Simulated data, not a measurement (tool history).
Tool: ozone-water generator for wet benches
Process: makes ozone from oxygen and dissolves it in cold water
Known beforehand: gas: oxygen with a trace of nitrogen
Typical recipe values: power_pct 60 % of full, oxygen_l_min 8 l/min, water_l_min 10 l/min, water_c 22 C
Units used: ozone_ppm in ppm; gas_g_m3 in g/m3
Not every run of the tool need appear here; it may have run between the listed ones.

run 1 day=0 | power_pct=60 oxygen_l_min=8 water_l_min=10 water_c=22 | ozone_ppm=20.1 gas_g_m3=130.2
run 2 day=7.546 | power_pct=60 oxygen_l_min=8 water_l_min=10 water_c=22 | ozone_ppm=20 gas_g_m3=128.9
run 3 day=13.433 | power_pct=60 oxygen_l_min=8 water_l_min=10 water_c=22 | ozone_ppm=19.9 gas_g_m3=129.3
run 4 day=17.417 | power_pct=60 oxygen_l_min=8 water_l_min=10 water_c=22 | ozone_ppm=19.8 gas_g_m3=130.7
run 5 day=21.117 | power_pct=60 oxygen_l_min=8 water_l_min=10 water_c=22 | ozone_ppm=20 gas_g_m3=127.7
run 6 day=28.858 | power_pct=60 oxygen_l_min=8 water_l_min=10 water_c=22 | ozone_ppm=19.9 gas_g_m3=129.1
run 7 day=36.6 | power_pct=60 oxygen_l_min=8 water_l_min=10 water_c=22 | ozone_ppm=19.6 gas_g_m3=128.2
run 8 day=44.15 | power_pct=55 oxygen_l_min=8 water_l_min=10 water_c=22 | ozone_ppm=18.9 gas_g_m3=123.6
-- day=44.746 contactor cleaned
run 9 day=51.996 | power_pct=60 oxygen_l_min=8 water_l_min=10 water_c=15 | ozone_ppm=24.3 gas_g_m3=128.7
run 10 day=57.038 | power_pct=60 oxygen_l_min=8 water_l_min=10 water_c=22 | ozone_ppm=20.5 gas_g_m3=126.8
run 11 day=62.338 | power_pct=60 oxygen_l_min=8 water_l_min=10 water_c=22 | ozone_ppm=20.1 gas_g_m3=126.4
run 12 day=69.712 | power_pct=60 oxygen_l_min=8 water_l_min=10 water_c=22 | ozone_ppm=20.3 gas_g_m3=127.2
run 13 day=76.879 | power_pct=60 oxygen_l_min=8 water_l_min=10 water_c=22 | ozone_ppm=20.2 gas_g_m3=127.7
run 14 day=84.625 | power_pct=60 oxygen_l_min=8 water_l_min=10 water_c=22 | ozone_ppm=20 gas_g_m3=128.1
run 15 day=92.871 | power_pct=60 oxygen_l_min=8 water_l_min=10 water_c=22 | ozone_ppm=20.5 gas_g_m3=128
run 16 day=99.375 | power_pct=60 oxygen_l_min=8 water_l_min=12 water_c=22 | ozone_ppm=18.3 gas_g_m3=124.7
run 17 day=106.6 | power_pct=53 oxygen_l_min=8 water_l_min=10 water_c=21 | ozone_ppm=19.4 gas_g_m3=118.4
run 18 day=111.825 | power_pct=53 oxygen_l_min=8 water_l_min=10 water_c=21 | ozone_ppm=19.1 gas_g_m3=118.9
run 19 day=119.325 | power_pct=53 oxygen_l_min=8.73 water_l_min=10 water_c=20 | ozone_ppm=18.7 gas_g_m3=110.3
run 20 day=125.225 | power_pct=70 oxygen_l_min=8 water_l_min=10 water_c=15 | ozone_ppm=25.4 gas_g_m3=135.5
run 21 day=129.925 | power_pct=48 oxygen_l_min=10.79 water_l_min=10 water_c=29 | ozone_ppm=12.9 gas_g_m3=91.6
run 22 day=134.554 | power_pct=75 oxygen_l_min=13.71 water_l_min=13 water_c=21 | ozone_ppm=16 gas_g_m3=98
run 23 day=142.575 | power_pct=42 oxygen_l_min=8 water_l_min=10 water_c=29 | ozone_ppm=14 gas_g_m3=104.2
run 24 day=147.996 | power_pct=47 oxygen_l_min=5.4 water_l_min=14 water_c=22 | ozone_ppm=16.3 gas_g_m3=143
run 25 day=154.5 | power_pct=47 oxygen_l_min=5.4 water_l_min=14 water_c=22 | ozone_ppm=16.6 gas_g_m3=142.2
run 26 day=160.95 | power_pct=60 oxygen_l_min=13.88 water_l_min=16 water_c=22 | ozone_ppm=12 gas_g_m3=84.5
run 27 day=164.692 | power_pct=60 oxygen_l_min=13.88 water_l_min=16 water_c=22 | ozone_ppm=12.2 gas_g_m3=84.4
run 28 day=169.6 | power_pct=60 oxygen_l_min=13.88 water_l_min=16 water_c=22 | ozone_ppm=12.4 gas_g_m3=85.3
run 29 day=175.392 | power_pct=60 oxygen_l_min=13.88 water_l_min=16 water_c=22 | ozone_ppm=12.4 gas_g_m3=85.6
run 30 day=182.071 | power_pct=60 oxygen_l_min=8 water_l_min=10 water_c=24 | ozone_ppm=18.8 gas_g_m3=123.2
run 31 day=186.138 | power_pct=80 oxygen_l_min=5.26 water_l_min=8 water_c=23 | ozone_ppm=28.9 gas_g_m3=190.9
run 32 day=190.721 | power_pct=72 oxygen_l_min=8 water_l_min=15 water_c=22 | ozone_ppm=17.4 gas_g_m3=135

Below are 4 alternative next runs, each starting from the tool's condition after run 32. Predict each:
run A day=195.558 | power_pct=72 oxygen_l_min=7.77 water_l_min=15 water_c=21 | ozone_ppm=? gas_g_m3=?
run B day=195.558 | power_pct=52 oxygen_l_min=8 water_l_min=15 water_c=22 | ozone_ppm=? gas_g_m3=?
run C day=195.558 | power_pct=60 oxygen_l_min=8.17 water_l_min=8 water_c=28 | ozone_ppm=? gas_g_m3=?
run D day=195.558 | power_pct=78 oxygen_l_min=8 water_l_min=15 water_c=20 | ozone_ppm=? gas_g_m3=?

run=A ozone_ppm=17.8 gas_g_m3=138.9
run=B ozone_ppm=14.7 gas_g_m3=115.4
run=C ozone_ppm=18 gas_g_m3=121.3
run=D ozone_ppm=18.8 gas_g_m3=140.5
The same runs, with their run-to-run variation unchanged, on a tool lacking any hidden condition would have given:
run=A ozone_ppm=20.2 gas_g_m3=154.9
run=B ozone_ppm=16.4 gas_g_m3=126.3
run=C ozone_ppm=20.2 gas_g_m3=134
run=D ozone_ppm=21.5 gas_g_m3=157.4
